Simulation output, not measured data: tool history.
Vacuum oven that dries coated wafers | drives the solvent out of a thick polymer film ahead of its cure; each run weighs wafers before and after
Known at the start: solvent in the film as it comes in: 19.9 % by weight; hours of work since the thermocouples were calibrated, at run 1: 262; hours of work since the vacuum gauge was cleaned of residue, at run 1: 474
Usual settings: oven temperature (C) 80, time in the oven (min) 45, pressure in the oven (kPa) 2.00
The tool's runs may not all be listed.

run    hour  oven temperature (C)  time in the oven (min)  pressure in the oven (kPa)  hours of work since the thermocouples were calibrated  hours of work since the vacuum gauge was cleaned of residue  solvent left in the film (%)
  1     0.0                    80                      45                        2.00                                                    262                                                          474                          4.75
  2    48.5                    69                      45                        2.00                                                    288                                                          499                          8.71
  3    94.9                    80                      45                        2.00                                                    312                                                          524                          4.77
  4   159.2                    80                      45                        4.33                                                    346                                                          558                          5.87
  5   255.2                    77                      45                        2.00                                                    397                                                          608                          5.78
  6   330.7                    80                      32                        2.00                                                    437                                                          648                          6.57
  7   429.8                    80                      32                        2.00                                                    489                                                          700                          6.55
  8   541.1                    80                      45                        2.00                                                    547                                                          759                          4.69
  9   611.3                    80                      45                        2.00                                                    585                                                          796                          4.72
 10   666.3                    80                      45                        2.00                                                    614                                                          825                          4.71
 11   740.1                    80                      45                        2.00                                                    652                                                          864                          4.74
      798.7  -- oven's thermocouples calibrated
 12   816.5                    93                      52                        1.22                                                      9                                                          903                          1.01
      825.6  -- vacuum gauge cleaned of residue and calibrated
 13   891.2                    66                      25                        2.23                                                     48                                                           35                         12.57
 14   989.0                    69                      65                        4.47                                                    100                                                           86                          8.68
     1036.2  -- vacuum gauge cleaned of residue and calibrated, once more
 15  1099.9                    86                      52                        2.00                                                    157                                                           34                          2.43
 16  1185.2                    82                      68                        1.08                                                    202                                                           79                          1.95
 17  1233.6                    94                      68                        5.02                                                    228                                                          104                          1.89
 18  1323.3                    94                      68                        5.02                                                    275                                                          151                          1.93
 19  1414.8                    89                      24                        1.97                                                    323                                                          200                          5.14
 20  1471.5                    74                      29                        3.99                                                    353                                                          230                         10.14
 21  1532.1                    74                      29                        3.99                                                    385                                                          261                         10.03
 22  1643.4                    74                      29                        3.99                                                    444                                                          320                         10.05

What if the next run were any one of these 4? Each begins from the tool's condition after run 22:
  A  1701.5                    70                      62                        3.82                                                    474                                                          351                             ?
  B  1701.5                    74                      70                        5.01                                                    474                                                          351                             ?
  C  1701.5                    74                      33                        7.54                                                    474                                                          351                             ?
  D  1701.5                    91                      43                        7.08                                                    474                                                          351                             ?

run  solvent left in the film (%)
  A                          7.80
  B                          6.48
  C                         11.14
  D                          3.88
What these runs would have given with no unlogged condition in the tool:
run  solvent left in the film (%)
  A                          7.99
  B                          6.66
  C                         11.34
  D                          4.01
